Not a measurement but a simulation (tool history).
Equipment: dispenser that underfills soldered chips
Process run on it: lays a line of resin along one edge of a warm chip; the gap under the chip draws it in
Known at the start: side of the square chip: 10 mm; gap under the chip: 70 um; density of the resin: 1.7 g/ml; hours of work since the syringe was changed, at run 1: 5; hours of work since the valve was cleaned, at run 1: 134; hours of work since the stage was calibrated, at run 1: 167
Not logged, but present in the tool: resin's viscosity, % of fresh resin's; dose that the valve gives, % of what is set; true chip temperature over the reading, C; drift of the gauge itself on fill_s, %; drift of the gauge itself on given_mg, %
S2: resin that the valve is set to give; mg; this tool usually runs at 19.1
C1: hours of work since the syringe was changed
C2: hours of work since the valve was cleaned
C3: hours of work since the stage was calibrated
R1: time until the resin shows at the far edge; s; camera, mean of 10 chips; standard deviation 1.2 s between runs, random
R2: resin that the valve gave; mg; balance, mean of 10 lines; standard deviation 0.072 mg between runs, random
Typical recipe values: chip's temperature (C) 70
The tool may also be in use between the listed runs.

{"run": 1, "hour": 0.0, "chip's temperature (C)": 70, "S2": 19.1, "C1": 5, "C2": 134, "C3": 167, "R1": 178.5, "R2": 17.54}
{"hour": 1.6, "done": "new syringe of resin"}
{"hour": 5.0, "done": "dispensing valve cleaned and set on the balance"}
{"run": 2, "hour": 7.6, "chip's temperature (C)": 67, "S2": 19.1, "C1": 3, "C2": 2, "C3": 171, "R1": 172.0, "R2": 19.22}
{"hour": 11.8, "done": "new syringe of resin"}
{"run": 3, "hour": 13.0, "chip's temperature (C)": 67, "S2": 19.1, "C1": 1, "C2": 5, "C3": 175, "R1": 139.5, "R2": 19.11}
{"hour": 20.4, "done": "new syringe of resin"}
{"run": 4, "hour": 21.0, "chip's temperature (C)": 70, "S2": 19.1, "C1": 0, "C2": 10, "C3": 179, "R1": 120.5, "R2": 19.17}
{"run": 5, "hour": 27.3, "chip's temperature (C)": 70, "S2": 19.1, "C1": 4, "C2": 14, "C3": 184, "R1": 169.5, "R2": 19.02}
{"hour": 29.2, "done": "new syringe of resin"}
{"run": 6, "hour": 35.9, "chip's temperature (C)": 70, "S2": 19.1, "C1": 4, "C2": 19, "C3": 189, "R1": 166.9, "R2": 18.8}
{"hour": 38.2, "done": "new syringe of resin"}
{"run": 7, "hour": 41.9, "chip's temperature (C)": 70, "S2": 19.1, "C1": 2, "C2": 23, "C3": 192, "R1": 142.8, "R2": 18.86}
{"run": 8, "hour": 45.7, "chip's temperature (C)": 70, "S2": 19.1, "C1": 5, "C2": 25, "C3": 195, "R1": 178.4, "R2": 18.93}
{"hour": 46.9, "done": "new syringe of resin"}
{"run": 9, "hour": 51.4, "chip's temperature (C)": 70, "S2": 22.8, "C1": 3, "C2": 29, "C3": 198, "R1": 150.4, "R2": 22.37}
{"run": 10, "hour": 54.9, "chip's temperature (C)": 70, "S2": 22.8, "C1": 5, "C2": 31, "C3": 201, "R1": 183.1, "R2": 22.42}
{"hour": 56.0, "done": "new syringe of resin"}
{"run": 11, "hour": 61.6, "chip's temperature (C)": 70, "S2": 22.8, "C1": 4, "C2": 35, "C3": 205, "R1": 158.3, "R2": 22.31}
{"hour": 65.2, "done": "new syringe of resin"}
{"run": 12, "hour": 67.3, "chip's temperature (C)": 57, "S2": 19.1, "C1": 1, "C2": 38, "C3": 208, "R1": 208.4, "R2": 18.69}
{"run": 13, "hour": 72.7, "chip's temperature (C)": 80, "S2": 19.1, "C1": 5, "C2": 42, "C3": 212, "R1": 124.0, "R2": 18.71}
{"hour": 74.4, "done": "new syringe of resin"}
{"run": 14, "hour": 76.7, "chip's temperature (C)": 68, "S2": 19.1, "C1": 1, "C2": 44, "C3": 214, "R1": 150.1, "R2": 18.64}
{"hour": 83.4, "done": "new syringe of resin"}
{"run": 15, "hour": 85.1, "chip's temperature (C)": 60, "S2": 19.1, "C1": 1, "C2": 49, "C3": 219, "R1": 182.2, "R2": 18.69}
{"hour": 92.3, "done": "new syringe of resin"}
{"run": 16, "hour": 92.3, "chip's temperature (C)": 69, "S2": 21.5, "C1": 0, "C2": 54, "C3": 223, "R1": 120.8, "R2": 20.84}
{"run": 17, "hour": 99.2, "chip's temperature (C)": 65, "S2": 17.0, "C1": 4, "C2": 58, "C3": 228, "R1": 210.8, "R2": 16.38}
{"hour": 101.1, "done": "new syringe of resin"}
{"run": 18, "hour": 104.6, "chip's temperature (C)": 60, "S2": 18.2, "C1": 2, "C2": 61, "C3": 231, "R1": 209.6, "R2": 17.67}
{"hour": 109.8, "done": "new syringe of resin"}
{"run": 19, "hour": 113.3, "chip's temperature (C)": 74, "S2": 21.8, "C1": 2, "C2": 67, "C3": 236, "R1": 123.1, "R2": 21.09}
{"hour": 118.8, "done": "new syringe of resin"}
{"run": 20, "hour": 121.7, "chip's temperature (C)": 64, "S2": 17.9, "C1": 2, "C2": 72, "C3": 242, "R1": 175.0, "R2": 17.14}
{"hour": 127.6, "done": "new syringe of resin"}
{"run": 21, "hour": 130.4, "chip's temperature (C)": 70, "S2": 16.3, "C1": 2, "C2": 77, "C3": 247, "R1": 145.5, "R2": 15.57}
{"run": 22, "hour": 134.5, "chip's temperature (C)": 72, "S2": 16.3, "C1": 4, "C2": 80, "C3": 250, "R1": 170.9, "R2": 15.55}
{"hour": 136.6, "done": "new syringe of resin"}
{"run": 23, "hour": 139.3, "chip's temperature (C)": 61, "S2": 20.7, "C1": 2, "C2": 83, "C3": 253, "R1": 187.0, "R2": 19.74}
{"hour": 145.4, "done": "new syringe of resin"}
{"run": 24, "hour": 147.5, "chip's temperature (C)": 60, "S2": 19.1, "C1": 1, "C2": 88, "C3": 258, "R1": 192.1, "R2": 18.18}
{"run": 25, "hour": 152.5, "chip's temperature (C)": 65, "S2": 18.9, "C1": 5, "C2": 91, "C3": 261, "R1": 208.3, "R2": 17.97}
{"hour": 154.6, "done": "new syringe of resin"}
{"run": 26, "hour": 158.4, "chip's temperature (C)": 64, "S2": 19.1, "C1": 2, "C2": 95, "C3": 264, "R1": 180.0, "R2": 17.99}
{"hour": 163.2, "done": "new syringe of resin"}
{"run": 27, "hour": 165.2, "chip's temperature (C)": 58, "S2": 18.7, "C1": 1, "C2": 99, "C3": 269, "R1": 207.8, "R2": 17.67}
{"run": 28, "hour": 171.1, "chip's temperature (C)": 79, "S2": 21.7, "C1": 5, "C2": 103, "C3": 272, "R1": 131.4, "R2": 20.4}

Below are 4 alternative next runs, each starting from the tool's condition after run 28. Predict each:
{"hour": 172.0, "done": "new syringe of resin"}
{"run": "A", "hour": 179.1, "chip's temperature (C)": 70, "S2": 19.7, "C1": 5, "C2": 108, "C3": 277, "R1": "?", "R2": "?"}
{"hour": 172.0, "done": "new syringe of resin"}
{"run": "B", "hour": 179.1, "chip's temperature (C)": 70, "S2": 19.3, "C1": 5, "C2": 108, "C3": 277, "R1": "?", "R2": "?"}
{"hour": 172.0, "done": "new syringe of resin"}
{"run": "C", "hour": 179.1, "chip's temperature (C)": 58, "S2": 21.7, "C1": 5, "C2": 108, "C3": 277, "R1": "?", "R2": "?"}
{"hour": 172.0, "done": "new syringe of resin"}
{"run": "D", "hour": 179.1, "chip's temperature (C)": 74, "S2": 16.7, "C1": 5, "C2": 108, "C3": 277, "R1": "?", "R2": "?"}

run=A R1=177.7 R2=18.47
run=B R1=177.0 R2=18.08
run=C R1=263.5 R2=20.42
run=D R1=158.4 R2=15.69
The same runs, with their run-to-run variation unchanged, on a tool lacking any hidden condition would have given:
run=A R1=112.3 R2=19.67
run=B R1=111.9 R2=19.26
run=C R1=166.2 R2=21.75
run=D R1=99.5 R2=16.71

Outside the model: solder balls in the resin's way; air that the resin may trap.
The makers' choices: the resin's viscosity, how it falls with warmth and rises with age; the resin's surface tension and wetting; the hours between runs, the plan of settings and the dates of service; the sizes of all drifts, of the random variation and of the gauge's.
